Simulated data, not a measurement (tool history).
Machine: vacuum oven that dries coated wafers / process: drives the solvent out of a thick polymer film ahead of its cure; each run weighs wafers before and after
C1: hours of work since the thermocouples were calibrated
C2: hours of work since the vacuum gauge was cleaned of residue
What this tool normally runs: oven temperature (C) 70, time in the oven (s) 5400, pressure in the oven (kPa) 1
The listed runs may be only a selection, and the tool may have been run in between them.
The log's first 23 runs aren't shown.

run 24 hour=375.2 | oven_temperature_(C)=70 time_in_the_oven_(s)=5400 pressure_in_the_oven_(kPa)=1 | C1=55 C2=503 | solvent_left_in_the_film_(%)=1.9
run 25 hour=391.7 | oven_temperature_(C)=70 time_in_the_oven_(s)=5400 pressure_in_the_oven_(kPa)=1 | C1=65 C2=513 | solvent_left_in_the_film_(%)=1.92
run 26 hour=402 | oven_temperature_(C)=70 time_in_the_oven_(s)=5400 pressure_in_the_oven_(kPa)=1 | C1=71 C2=520 | solvent_left_in_the_film_(%)=1.9
run 27 hour=422.9 | oven_temperature_(C)=75 time_in_the_oven_(s)=5400 pressure_in_the_oven_(kPa)=3.87 | C1=84 C2=532 | solvent_left_in_the_film_(%)=2.1
run 28 hour=441.4 | oven_temperature_(C)=61 time_in_the_oven_(s)=4320 pressure_in_the_oven_(kPa)=3.43 | C1=95 C2=543 | solvent_left_in_the_film_(%)=7.49
run 29 hour=462.7 | oven_temperature_(C)=61 time_in_the_oven_(s)=4320 pressure_in_the_oven_(kPa)=3.43 | C1=108 C2=556 | solvent_left_in_the_film_(%)=7.43
run 30 hour=480.2 | oven_temperature_(C)=61 time_in_the_oven_(s)=7860 pressure_in_the_oven_(kPa)=0.82 | C1=119 C2=567 | solvent_left_in_the_film_(%)=3.11
run 31 hour=498 | oven_temperature_(C)=84 time_in_the_oven_(s)=7860 pressure_in_the_oven_(kPa)=1.49 | C1=129 C2=577 | solvent_left_in_the_film_(%)=0.47
run 32 hour=514.7 | oven_temperature_(C)=71 time_in_the_oven_(s)=3000 pressure_in_the_oven_(kPa)=1 | C1=139 C2=588 | solvent_left_in_the_film_(%)=4.03
run 33 hour=534.3 | oven_temperature_(C)=71 time_in_the_oven_(s)=3000 pressure_in_the_oven_(kPa)=1 | C1=151 C2=599 | solvent_left_in_the_film_(%)=4.04
run 34 hour=546.4 | oven_temperature_(C)=82 time_in_the_oven_(s)=3000 pressure_in_the_oven_(kPa)=1 | C1=159 C2=607 | solvent_left_in_the_film_(%)=1.02
run 35 hour=564.3 | oven_temperature_(C)=83 time_in_the_oven_(s)=5700 pressure_in_the_oven_(kPa)=0.63 | C1=169 C2=618 | solvent_left_in_the_film_(%)=0.32

Each row is a separate what-if for the run after 35, all from the same tool condition, not one after another. Results?
run A hour=579.5 | oven_temperature_(C)=57 time_in_the_oven_(s)=3060 pressure_in_the_oven_(kPa)=1.63 | C1=179 C2=627 | solvent_left_in_the_film_(%)=?
run B hour=579.5 | oven_temperature_(C)=70 time_in_the_oven_(s)=5400 pressure_in_the_oven_(kPa)=3.58 | C1=179 C2=627 | solvent_left_in_the_film_(%)=?
run C hour=579.5 | oven_temperature_(C)=58 time_in_the_oven_(s)=3300 pressure_in_the_oven_(kPa)=1.45 | C1=179 C2=627 | solvent_left_in_the_film_(%)=?
run D hour=579.5 | oven_temperature_(C)=70 time_in_the_oven_(s)=3600 pressure_in_the_oven_(kPa)=1.16 | C1=179 C2=627 | solvent_left_in_the_film_(%)=?
run E hour=579.5 | oven_temperature_(C)=70 time_in_the_oven_(s)=5400 pressure_in_the_oven_(kPa)=2.44 | C1=179 C2=627 | solvent_left_in_the_film_(%)=?

run=A solvent_left_in_the_film_(%)=9.75
run=B solvent_left_in_the_film_(%)=3.12
run=C solvent_left_in_the_film_(%)=9.05
run=D solvent_left_in_the_film_(%)=3.6
run=E solvent_left_in_the_film_(%)=2.52
Had the tool no hidden state, the same runs would have come out as:
run=A solvent_left_in_the_film_(%)=9.53
run=B solvent_left_in_the_film_(%)=2.92
run=C solvent_left_in_the_film_(%)=8.81
run=D solvent_left_in_the_film_(%)=3.38
run=E solvent_left_in_the_film_(%)=2.33
